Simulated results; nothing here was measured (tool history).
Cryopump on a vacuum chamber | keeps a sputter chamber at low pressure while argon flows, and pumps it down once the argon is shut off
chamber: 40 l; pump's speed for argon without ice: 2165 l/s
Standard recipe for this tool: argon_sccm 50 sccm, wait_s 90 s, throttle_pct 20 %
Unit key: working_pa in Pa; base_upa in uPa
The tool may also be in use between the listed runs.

run    hour  argon_sccm  wait_s  throttle_pct  working_pa  base_upa
  1     0.0          50      90            20      0.2004      1.73
  2    36.0          50      90            20      0.2013      1.70
  3    81.2          50     103            20      0.2020      1.71
  4   109.3          50     103            20      0.2032      1.77
  5   144.5          50      90            20      0.2056      1.87
  6   180.9          50      21            20      0.2047      3.97
  7   207.5          50      21            21      0.1967      4.05
  8   233.1          50      21            21      0.1956      4.11
  9   288.6          50      21            21      0.1973      4.12
 10   342.3          50      90            20      0.2073      2.11
      357.9  -- pump warmed up, emptied and cooled again
 11   387.9          23      90            20      0.0903      1.83
 12   435.9          23      90            20      0.0906      1.87
 13   481.6          23      90            20      0.0910      1.87
 14   515.9          50      90            32      0.1259      1.94
 15   570.0          80      90            20      0.3177      2.08
 16   621.4          50      90            20      0.1995      2.12
 17   668.9          50      90            20      0.1987      2.04
 18   694.3          50      90            20      0.2004      2.12
 19   724.1          22     111            29      0.0624      2.17
 20   756.5          50      95            20      0.2035      2.23
 21   789.4          20      86            37      0.0456      2.32
 22   822.5          50     253            42      0.1011      1.92
 23   874.8          50      90            44      0.0973      2.49
 24   908.7          33      90            44      0.0645      2.45
 25   965.5          33      90            44      0.0654      2.55
      974.8  -- leaking fittings of the chamber tightened, without venting
 26   997.3          31      98            37      0.0720      0.76
 27  1022.6          50      25            35      0.1230      2.47
 28  1059.1          50      25            26      0.1639      2.44
     1090.6  -- pump warmed up, emptied and cooled again
 29  1104.6          62      90            26      0.1877      0.81
 30  1154.6          62     249            19      0.2545      0.45
 31  1204.2          62     249            19      0.2587      0.47
 32  1248.0          26      90            20      0.1025      1.00
 33  1298.5          53      90            50      0.0853      1.00
 34  1351.6          88      22            44      0.1635      2.95

Each row is a separate what-if for the run after 34, all from the same tool condition, not one after another. Results?
  A  1413.1          94      22            44           ?         ?
  B  1413.1          35      71            20           ?         ?
  C  1413.1          66     202            44           ?         ?
  D  1413.1          45      22            44           ?         ?

run  working_pa  base_upa
  A      0.1762      2.96
  B      0.1399      1.22
  C      0.1247      0.75
  D      0.0849      2.96
With no hidden state in the tool, these same runs would have given:
run  working_pa  base_upa
  A      0.1661      2.65
  B      0.1362      0.91
  C      0.1176      0.43
  D      0.0801      2.65

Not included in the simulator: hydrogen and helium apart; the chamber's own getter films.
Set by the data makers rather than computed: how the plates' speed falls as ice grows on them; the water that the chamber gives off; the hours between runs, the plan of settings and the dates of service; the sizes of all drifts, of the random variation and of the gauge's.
